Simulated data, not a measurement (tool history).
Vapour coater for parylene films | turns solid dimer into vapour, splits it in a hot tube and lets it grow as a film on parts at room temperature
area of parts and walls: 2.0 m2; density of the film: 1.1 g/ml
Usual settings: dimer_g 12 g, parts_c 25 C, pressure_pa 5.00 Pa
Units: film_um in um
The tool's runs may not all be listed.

run,hour,dimer_g,parts_c,pressure_pa,film_um
1,0.0,12,25,5.00,4.35
2,49.7,12,33,5.00,3.45
3,71.4,12,33,5.00,3.39
# hour 115.5: table's thermometer calibrated
4,115.8,12,33,5.00,3.33
5,159.3,12,33,5.00,3.30
6,207.8,12,25,5.00,3.95
7,250.8,12,25,5.00,3.88
8,281.6,12,25,5.00,3.84
9,310.0,12,25,5.00,3.87
10,356.4,12,25,5.00,3.79
11,383.6,12,25,5.00,3.76
# hour 400.1: trap's valve overhauled
12,424.7,12,25,5.00,4.23
13,467.0,12,25,5.00,4.24
14,497.4,12,25,6.08,3.95
15,521.0,12,25,5.00,4.13
16,544.0,12,25,2.95,4.56
17,592.9,12,28,2.95,4.21
18,634.3,12,25,5.00,4.01
19,655.2,12,25,5.00,4.04
20,680.7,13,21,5.00,4.82
21,712.5,12,26,5.14,3.83
22,733.9,14,28,2.42,4.97
23,765.5,6,37,2.41,1.70
24,788.9,14,25,6.97,4.20
25,834.3,12,25,5.00,3.81
# hour 847.2: trap's valve overhauled
26,872.1,12,25,5.00,4.25
27,920.0,12,25,3.18,4.68
28,950.5,7,25,8.79,2.15
29,995.7,7,25,8.79,2.11
30,1042.5,6,33,9.49,1.44
31,1067.2,7,23,10.13,2.14
32,1107.6,6,23,10.13,1.83
33,1156.5,21,35,6.31,5.12
34,1197.5,9,25,2.84,3.28
35,1228.2,9,25,2.84,3.27
36,1252.0,9,25,2.84,3.25
37,1278.7,9,25,2.84,3.28

Some steps in film_um between neighbouring runs. How much of each would the tool show without its hidden state too (settings, what came in, random variation), and how much is left for the hidden state, with any gauge scatter that isn't in both results?
The hidden state here: vapour lost through the trap's worn valve, %; true temperature of the parts over the reading, C; drift of the gauge itself on film_um, %.
Run 11 -> 12: trap's valve overhauled. film_um +0.47 um: hidden state +0.45, all else +0.02.
Run 22 -> 23: dimer_g 14 -> 6, parts_c 28 -> 37, pressure_pa 2.42 -> 2.41. film_um -3.27 um: hidden state +0.27, all else -3.54.
Run 25 -> 26: trap's valve overhauled. film_um +0.44 um: hidden state +0.44, all else +0.00.
Run 27 -> 28: dimer_g 12 -> 7, pressure_pa 3.18 -> 8.79. film_um -2.53 um: hidden state +0.02, all else -2.55.
Run 32 -> 33: dimer_g 6 -> 21, parts_c 23 -> 35, pressure_pa 10.13 -> 6.31. film_um +3.29 um: hidden state -0.27, all else +3.56.

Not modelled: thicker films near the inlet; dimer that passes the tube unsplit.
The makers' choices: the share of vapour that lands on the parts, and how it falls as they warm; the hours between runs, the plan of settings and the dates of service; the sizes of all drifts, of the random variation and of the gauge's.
